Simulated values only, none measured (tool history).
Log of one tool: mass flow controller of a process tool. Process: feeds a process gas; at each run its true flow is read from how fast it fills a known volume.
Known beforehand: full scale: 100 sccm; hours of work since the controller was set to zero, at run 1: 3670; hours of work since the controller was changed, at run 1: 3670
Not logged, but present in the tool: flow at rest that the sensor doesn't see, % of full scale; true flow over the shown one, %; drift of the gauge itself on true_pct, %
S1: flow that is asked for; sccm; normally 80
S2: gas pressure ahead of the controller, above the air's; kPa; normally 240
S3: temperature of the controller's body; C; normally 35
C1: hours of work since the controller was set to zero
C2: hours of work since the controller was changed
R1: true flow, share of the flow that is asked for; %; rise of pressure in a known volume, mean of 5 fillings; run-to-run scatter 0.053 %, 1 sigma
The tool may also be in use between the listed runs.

run 1 hour=0 | S1=80 S2=240 S3=35 | C1=3670 C2=3670 | R1=99.58
run 2 hour=142 | S1=80 S2=240 S3=35 | C1=3747 C2=3747 | R1=99.51
run 3 hour=336 | S1=80 S2=240 S3=35 | C1=3851 C2=3851 | R1=99.67
run 4 hour=531 | S1=80 S2=243 S3=35 | C1=3956 C2=3956 | R1=99.67
run 5 hour=673.1 | S1=80 S2=240 S3=35 | C1=4033 C2=4033 | R1=99.75
run 6 hour=835.4 | S1=80 S2=240 S3=35 | C1=4120 C2=4120 | R1=99.68
run 7 hour=1079.6 | S1=80 S2=240 S3=21 | C1=4252 C2=4252 | R1=101.04
run 8 hour=1269.4 | S1=80 S2=151 S3=35 | C1=4354 C2=4354 | R1=99.52
run 9 hour=1387.9 | S1=80 S2=151 S3=35 | C1=4418 C2=4418 | R1=99.65
run 10 hour=1489.4 | S1=80 S2=151 S3=35 | C1=4472 C2=4472 | R1=99.68
run 11 hour=1596.2 | S1=80 S2=151 S3=35 | C1=4530 C2=4530 | R1=99.49
run 12 hour=1709.1 | S1=80 S2=240 S3=28 | C1=4591 C2=4591 | R1=100.58
run 13 hour=1823.8 | S1=80 S2=240 S3=20 | C1=4652 C2=4652 | R1=101.29
-- hour=2003.7 controller's zero set anew
run 14 hour=2041.1 | S1=80 S2=240 S3=35 | C1=20 C2=4769 | R1=100.06
run 15 hour=2203.7 | S1=80 S2=240 S3=35 | C1=108 C2=4857 | R1=100.13
run 16 hour=2338.9 | S1=34 S2=199 S3=33 | C1=180 C2=4929 | R1=102.67
run 17 hour=2487.5 | S1=34 S2=199 S3=33 | C1=261 C2=5009 | R1=102.77
run 18 hour=2649.7 | S1=34 S2=199 S3=33 | C1=348 C2=5097 | R1=102.79

Estimate the outcome of run 19 from the log above:
run 19 hour=2875.5 | S1=34 S2=199 S3=33 | C1=469 C2=5218 | R1=?

{"run 19": {"R1": 102.81}}
Without the tool's hidden state the same run would have given R1 98.9 %.

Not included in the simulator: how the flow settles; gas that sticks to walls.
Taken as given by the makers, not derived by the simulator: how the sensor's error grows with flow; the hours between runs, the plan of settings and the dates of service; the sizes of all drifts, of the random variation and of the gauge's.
